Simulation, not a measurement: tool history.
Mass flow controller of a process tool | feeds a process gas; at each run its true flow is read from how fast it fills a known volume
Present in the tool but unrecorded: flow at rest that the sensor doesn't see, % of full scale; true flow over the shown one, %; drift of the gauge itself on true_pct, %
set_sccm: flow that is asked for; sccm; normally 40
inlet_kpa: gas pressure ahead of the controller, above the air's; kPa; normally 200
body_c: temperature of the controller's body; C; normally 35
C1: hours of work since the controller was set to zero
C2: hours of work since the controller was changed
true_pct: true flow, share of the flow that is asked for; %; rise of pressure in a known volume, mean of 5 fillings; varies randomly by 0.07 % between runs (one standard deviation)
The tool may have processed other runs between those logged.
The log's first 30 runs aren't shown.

{"run": 31, "hour": 1881.4, "set_sccm": 5, "inlet_kpa": 200, "body_c": 35, "C1": 1379, "C2": 1379, "true_pct": 95.08}
{"run": 32, "hour": 1931.1, "set_sccm": 7, "inlet_kpa": 259, "body_c": 31, "C1": 1401, "C2": 1401, "true_pct": 95.23}
{"run": 33, "hour": 1974.9, "set_sccm": 40, "inlet_kpa": 200, "body_c": 26, "C1": 1421, "C2": 1421, "true_pct": 96.85}
{"hour": 2030.1, "done": "gauge calibrated"}
{"run": 34, "hour": 2037.4, "set_sccm": 48, "inlet_kpa": 274, "body_c": 40, "C1": 1449, "C2": 1449, "true_pct": 98.14}
{"run": 35, "hour": 2089.4, "set_sccm": 5, "inlet_kpa": 161, "body_c": 23, "C1": 1472, "C2": 1472, "true_pct": 98.86}
{"run": 36, "hour": 2138.4, "set_sccm": 5, "inlet_kpa": 161, "body_c": 23, "C1": 1494, "C2": 1494, "true_pct": 98.79}
{"run": 37, "hour": 2178.1, "set_sccm": 36, "inlet_kpa": 187, "body_c": 38, "C1": 1511, "C2": 1511, "true_pct": 97.91}
{"run": 38, "hour": 2258.0, "set_sccm": 36, "inlet_kpa": 187, "body_c": 38, "C1": 1547, "C2": 1547, "true_pct": 97.78}
{"run": 39, "hour": 2350.3, "set_sccm": 9, "inlet_kpa": 187, "body_c": 38, "C1": 1588, "C2": 1588, "true_pct": 96.96}
{"run": 40, "hour": 2429.2, "set_sccm": 9, "inlet_kpa": 187, "body_c": 38, "C1": 1624, "C2": 1624, "true_pct": 96.85}
{"run": 41, "hour": 2471.8, "set_sccm": 9, "inlet_kpa": 187, "body_c": 38, "C1": 1643, "C2": 1643, "true_pct": 96.79}
{"run": 42, "hour": 2524.4, "set_sccm": 10, "inlet_kpa": 182, "body_c": 38, "C1": 1666, "C2": 1666, "true_pct": 96.76}
{"run": 43, "hour": 2615.1, "set_sccm": 10, "inlet_kpa": 182, "body_c": 38, "C1": 1707, "C2": 1707, "true_pct": 96.7}
{"run": 44, "hour": 2686.3, "set_sccm": 15, "inlet_kpa": 182, "body_c": 28, "C1": 1739, "C2": 1739, "true_pct": 97.74}
{"run": 45, "hour": 2769.2, "set_sccm": 15, "inlet_kpa": 182, "body_c": 28, "C1": 1776, "C2": 1776, "true_pct": 97.66}
{"run": 46, "hour": 2838.9, "set_sccm": 20, "inlet_kpa": 194, "body_c": 21, "C1": 1807, "C2": 1807, "true_pct": 98.41}

Here are 4 independent what-if runs from the current tool condition. What would each one return?
{"run": "A", "hour": 2891.6, "set_sccm": 6, "inlet_kpa": 265, "body_c": 21, "C1": 1830, "C2": 1830, "true_pct": "?"}
{"run": "B", "hour": 2891.6, "set_sccm": 14, "inlet_kpa": 200, "body_c": 27, "C1": 1830, "C2": 1830, "true_pct": "?"}
{"run": "C", "hour": 2891.6, "set_sccm": 23, "inlet_kpa": 237, "body_c": 30, "C1": 1830, "C2": 1830, "true_pct": "?"}
{"run": "D", "hour": 2891.6, "set_sccm": 20, "inlet_kpa": 194, "body_c": 32, "C1": 1830, "C2": 1830, "true_pct": "?"}

run=A true_pct=97.92
run=B true_pct=97.58
run=C true_pct=97.33
run=D true_pct=97.13
Without the tool's hidden state the same runs would have given:
run=A true_pct=99.1
run=B true_pct=98.75
run=C true_pct=98.5
run=D true_pct=98.3

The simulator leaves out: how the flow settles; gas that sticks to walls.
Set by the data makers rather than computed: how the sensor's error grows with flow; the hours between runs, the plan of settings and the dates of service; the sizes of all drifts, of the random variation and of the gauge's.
